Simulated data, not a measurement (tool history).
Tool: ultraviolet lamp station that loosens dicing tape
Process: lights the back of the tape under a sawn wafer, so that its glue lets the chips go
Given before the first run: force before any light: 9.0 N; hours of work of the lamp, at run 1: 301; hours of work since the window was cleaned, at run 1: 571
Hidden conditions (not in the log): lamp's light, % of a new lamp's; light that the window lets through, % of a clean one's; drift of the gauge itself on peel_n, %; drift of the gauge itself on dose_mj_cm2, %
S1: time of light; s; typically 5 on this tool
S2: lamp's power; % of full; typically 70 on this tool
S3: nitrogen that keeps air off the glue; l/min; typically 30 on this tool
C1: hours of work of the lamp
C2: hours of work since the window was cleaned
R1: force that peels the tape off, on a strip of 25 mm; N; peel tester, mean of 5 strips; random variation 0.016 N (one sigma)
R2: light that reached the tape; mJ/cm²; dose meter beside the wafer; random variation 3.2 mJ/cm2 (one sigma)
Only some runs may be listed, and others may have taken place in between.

Run 1, hour 0: usual settings; C1 301; C2 571. Result: R1 1.137 N, R2 412 mJ/cm².
Run 2, hour 12.4: usual settings; C1 310; C2 580. Result: R1 1.102 N, R2 407 mJ/cm².
Run 3, hour 19.3: usual settings but S3 23 l/min; C1 315; C2 585. Result: R1 1.365 N, R2 413 mJ/cm².
Run 4, hour 27.3: usual settings but S3 53 l/min; C1 321; C2 591. Result: R1 0.798 N, R2 409 mJ/cm².
Run 5, hour 37.3: usual settings but S3 53 l/min; C1 329; C2 598. Result: R1 0.801 N, R2 411 mJ/cm².
Run 6, hour 48.2: usual settings but S2 65 % of full, S3 53 l/min; C1 337; C2 607. Result: R1 0.932 N, R2 381 mJ/cm².
Run 7, hour 54.6: usual settings but S2 65 % of full, S3 53 l/min; C1 342; C2 611. Result: R1 0.942 N, R2 377 mJ/cm².
Run 8, hour 67.9: usual settings but S1 9 s, S2 82 % of full, S3 25 l/min; C1 352; C2 621. Result: R1 0.351 N, R2 870 mJ/cm².
Run 9, hour 80.8: usual settings but S1 9 s, S2 97 % of full, S3 25 l/min; C1 361; C2 631. Result: R1 0.267 N, R2 1009 mJ/cm².
Run 10, hour 94.3: usual settings but S1 3 s, S2 90 % of full, S3 12 l/min; C1 371; C2 641. Result: R1 3.006 N, R2 307 mJ/cm².
Run 11, hour 104.2: usual settings but S1 4 s, S2 68 % of full, S3 13 l/min; C1 379; C2 648. Result: R1 2.794 N, R2 309 mJ/cm².
Run 12, hour 118.4: usual settings but S1 4 s, S2 68 % of full, S3 13 l/min; C1 389; C2 659. Result: R1 2.84 N, R2 305 mJ/cm².
Run 13, hour 126.7: usual settings but S1 6 s, S2 60 % of full, S3 31 l/min; C1 395; C2 665. Result: R1 1.114 N, R2 410 mJ/cm².
Run 14, hour 135.1: usual settings but S2 75 % of full, S3 11 l/min; C1 402; C2 671. Result: R1 2.059 N, R2 426 mJ/cm².

Consider 3 possible next runs. They are alternatives, not a sequence: every one starts from the tool as it was left by run 14. What does each give?
At hour 136.4: window cleaned of glue's vapour.
Run A, hour 149.3: usual settings but S1 2 s, S2 75 % of full, S3 58 l/min; C1 412; C2 10. Result: R1 ?, R2 ?.
At hour 136.4: window cleaned of glue's vapour.
Run B, hour 149.3: usual settings but S2 78 % of full, S3 11 l/min; C1 412; C2 10. Result: R1 ?, R2 ?.
At hour 136.4: window cleaned of glue's vapour.
Run C, hour 149.3: usual settings but S1 4 s, S2 80 % of full, S3 11 l/min; C1 412; C2 10. Result: R1 ?, R2 ?.

run     R1   R2
  A  2.434  201
  B  1.505  523
  C  2.015  429
With no hidden state in the tool, these same runs would have given:
run     R1   R2
  A  2.204  217
  B  1.323  564
  C  1.803  463
